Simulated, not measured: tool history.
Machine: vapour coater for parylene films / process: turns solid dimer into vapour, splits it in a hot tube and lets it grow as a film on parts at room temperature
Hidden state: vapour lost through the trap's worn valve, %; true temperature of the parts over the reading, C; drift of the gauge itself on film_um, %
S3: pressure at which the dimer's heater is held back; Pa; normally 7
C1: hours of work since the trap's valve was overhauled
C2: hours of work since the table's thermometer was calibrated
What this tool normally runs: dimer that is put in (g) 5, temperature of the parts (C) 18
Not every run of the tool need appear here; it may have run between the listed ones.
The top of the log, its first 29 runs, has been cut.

{"run": 30, "hour": 483.9, "dimer that is put in (g)": 5, "temperature of the parts (C)": 10, "S3": 2.54, "C1": 483, "C2": 394, "thickness of the film (µm)": 1.18}
{"run": 31, "hour": 494.4, "dimer that is put in (g)": 5, "temperature of the parts (C)": 10, "S3": 2.54, "C1": 488, "C2": 399, "thickness of the film (µm)": 1.24}
{"run": 32, "hour": 510.5, "dimer that is put in (g)": 5, "temperature of the parts (C)": 10, "S3": 2.54, "C1": 497, "C2": 408, "thickness of the film (µm)": 1.24}
{"run": 33, "hour": 528.0, "dimer that is put in (g)": 2, "temperature of the parts (C)": 18, "S3": 7, "C1": 507, "C2": 418, "thickness of the film (µm)": 0.26}
{"run": 34, "hour": 550.7, "dimer that is put in (g)": 6, "temperature of the parts (C)": 18, "S3": 7.92, "C1": 520, "C2": 431, "thickness of the film (µm)": 0.87}
{"run": 35, "hour": 568.9, "dimer that is put in (g)": 6, "temperature of the parts (C)": 13, "S3": 3.49, "C1": 530, "C2": 441, "thickness of the film (µm)": 1.27}
{"run": 36, "hour": 580.2, "dimer that is put in (g)": 9, "temperature of the parts (C)": 16, "S3": 9.63, "C1": 537, "C2": 447, "thickness of the film (µm)": 1.29}
{"run": 37, "hour": 594.9, "dimer that is put in (g)": 9, "temperature of the parts (C)": 16, "S3": 9.63, "C1": 545, "C2": 456, "thickness of the film (µm)": 1.35}
{"run": 38, "hour": 613.0, "dimer that is put in (g)": 9, "temperature of the parts (C)": 16, "S3": 9.63, "C1": 555, "C2": 466, "thickness of the film (µm)": 1.34}
{"run": 39, "hour": 634.0, "dimer that is put in (g)": 4, "temperature of the parts (C)": 13, "S3": 8.32, "C1": 567, "C2": 478, "thickness of the film (µm)": 0.65}
{"run": 40, "hour": 657.5, "dimer that is put in (g)": 4, "temperature of the parts (C)": 23, "S3": 6.62, "C1": 580, "C2": 491, "thickness of the film (µm)": 0.52}
{"run": 41, "hour": 668.3, "dimer that is put in (g)": 5, "temperature of the parts (C)": 18, "S3": 7, "C1": 586, "C2": 497, "thickness of the film (µm)": 0.74}

Expected results for the next run?
{"run": 42, "hour": 687.3, "dimer that is put in (g)": 7, "temperature of the parts (C)": 18, "S3": 7, "C1": 596, "C2": 507, "thickness of the film (µm)": "?"}

{"run 42": {"thickness of the film (µm)": 1.02}}
Had the tool carried no hidden state, the very same run would have given thickness of the film (µm) 1.2.
